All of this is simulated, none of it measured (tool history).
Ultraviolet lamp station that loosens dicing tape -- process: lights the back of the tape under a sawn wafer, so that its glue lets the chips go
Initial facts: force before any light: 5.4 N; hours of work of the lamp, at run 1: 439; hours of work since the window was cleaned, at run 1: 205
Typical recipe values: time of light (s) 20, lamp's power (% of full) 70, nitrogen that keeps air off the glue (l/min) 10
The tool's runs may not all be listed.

| run | hour | time of light (s) | lamp's power (% of full) | nitrogen that keeps air off the glue (l/min) | hours of work of the lamp | hours of work since the window was cleaned | force that peels the tape off (N) | light that reached the tape (mJ/cm²) |
|---|---|---|---|---|---|---|---|---|
| 1 | 0.0 | 20 | 70 | 10 | 439 | 205 | 0.610 | 477 |
| 2 | 15.4 | 13 | 70 | 10 | 451 | 217 | 1.201 | 310 |
| 3 | 24.2 | 13 | 70 | 10 | 458 | 224 | 1.222 | 311 |
| 4 | 35.9 | 13 | 70 | 10 | 467 | 233 | 1.249 | 311 |
| 5 | 51.3 | 13 | 70 | 10 | 479 | 245 | 1.229 | 310 |
| 6 | 68.1 | 13 | 70 | 10 | 492 | 258 | 1.217 | 314 |
| 7 | 85.6 | 13 | 70 | 10 | 505 | 271 | 1.248 | 305 |
| 8 | 100.4 | 26 | 70 | 10 | 517 | 283 | 0.379 | 616 |
| 9 | 115.6 | 19 | 70 | 10 | 528 | 294 | 0.640 | 452 |
| 10 | 130.6 | 19 | 70 | 10 | 540 | 306 | 0.691 | 455 |
| 11 | 146.9 | 20 | 70 | 10 | 553 | 319 | 0.591 | 474 |
| 12 | 156.5 | 20 | 70 | 10 | 560 | 326 | 0.621 | 479 |
| 13 | 165.7 | 20 | 70 | 10 | 567 | 333 | 0.594 | 476 |
| 14 | 173.1 | 20 | 70 | 10 | 573 | 339 | 0.609 | 477 |
| 15 | 190.6 | 20 | 70 | 10 | 586 | 352 | 0.582 | 477 |

What does the tool deliver on the next run?
| 16 | 206.6 | 20 | 70 | 10 | 599 | 365 | ? | ? |

force that peels the tape off (N): 0.588
light that reached the tape (mJ/cm²): 480
Without the tool's hidden state the same run would have given force that peels the tape off (N) 0.585, light that reached the tape (mJ/cm²) 481.
